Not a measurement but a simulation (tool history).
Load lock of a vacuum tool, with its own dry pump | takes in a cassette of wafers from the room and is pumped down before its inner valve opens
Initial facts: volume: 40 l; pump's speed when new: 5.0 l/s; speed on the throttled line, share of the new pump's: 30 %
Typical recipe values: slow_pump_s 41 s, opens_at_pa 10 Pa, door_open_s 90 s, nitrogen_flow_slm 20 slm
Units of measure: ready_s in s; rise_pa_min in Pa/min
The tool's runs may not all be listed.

run,hour,slow_pump_s,opens_at_pa,door_open_s,nitrogen_flow_slm,"incoming humidity of the room's air, %",ready_s,rise_pa_min
1,0,41,10,90,20,44.7,103.6,0.071
2,199.5,41,10,90,20,42.6,104.3,0.076
3,348.7,41,10,90,20,46.2,103.9,0.083
4,460.1,41,19,90,20,42.9,99,0.08
5,632.2,41,10,90,20,43.6,103.5,0.092
6,727.9,41,10,90,20,47.9,103.7,0.091
7,938.9,41,10,90,20,45.4,104.6,0.1
8,1101,41,10,90,20,47.8,103.9,0.104
9,1224.2,41,10,90,20,46,103.5,0.106
10,1370.1,41,10,90,20,44.9,103.5,0.109
11,1486.7,41,10,90,20,43.2,103.7,0.112
12,1643.8,41,10,90,13,45.8,103.8,0.125
13,1798.5,41,10,90,13,45.4,104.6,0.128
14,1984.8,41,10,90,20,43.6,103.9,0.128
15,2147.5,41,10,90,20,46.1,105.1,0.137
16,2264,41,10,214,20,48.4,103.5,0.147
17,2442,41,10,214,20,44.9,103.2,0.154
18,2615.2,41,10,214,20,46.6,103.6,0.156
19,2737.8,41,14,214,20,45.6,101.3,0.164
20,2904.8,41,16,87,39,43.7,100,0.156
21,3046.3,41,8,87,32,40.1,107.7,0.157
22,3238.3,41,8,87,32,44.5,107,0.171
23,3390.7,41,8,87,32,45.8,107.7,0.174
24,3566.5,41,8,87,32,46.4,107.4,0.183
25,3714.8,41,11,197,15,46.1,104.6,0.205
26,3838.4,64,15,90,20,44.7,118.2,0.195
27,4040.1,41,10,39,13,44.1,104.7,0.21
28,4238.3,37,9,54,20,43.9,103.7,0.211
29,4455.2,37,17,109,20,46.6,99,0.229
30,4647.2,70,18,90,20,48,120.5,0.24
31,4798.5,70,18,90,20,48.1,120.3,0.237
32,5013.6,76,9,84,5,43.8,131.9,0.267
33,5236.3,41,10,32,20,45.9,105.9,0.257
34,5431.2,39,10,32,20,44.4,104.6,0.267
35,5522.7,39,10,32,20,48.9,104.4,0.267
36,5634.4,68,10,90,20,44.4,124.7,0.279
37,5726.2,68,10,93,4,47.6,123.2,0.308
38,5907.1,68,10,93,4,47,124.6,0.327

Forecast each of these 3 alternatives for the next run:
A,6042,60,14,93,29,43.2,?,?
B,6042,25,10,93,17,41.2,?,?
C,6042,41,12,82,20,43.4,?,?

run,ready_s,rise_pa_min
A,115.9,0.296
B,93.9,0.309
C,105.1,0.301
Without the tool's unlogged condition, the same runs would have read:
run,ready_s,rise_pa_min
A,113.5,0.011
B,90.9,0.023
C,102.4,0.016
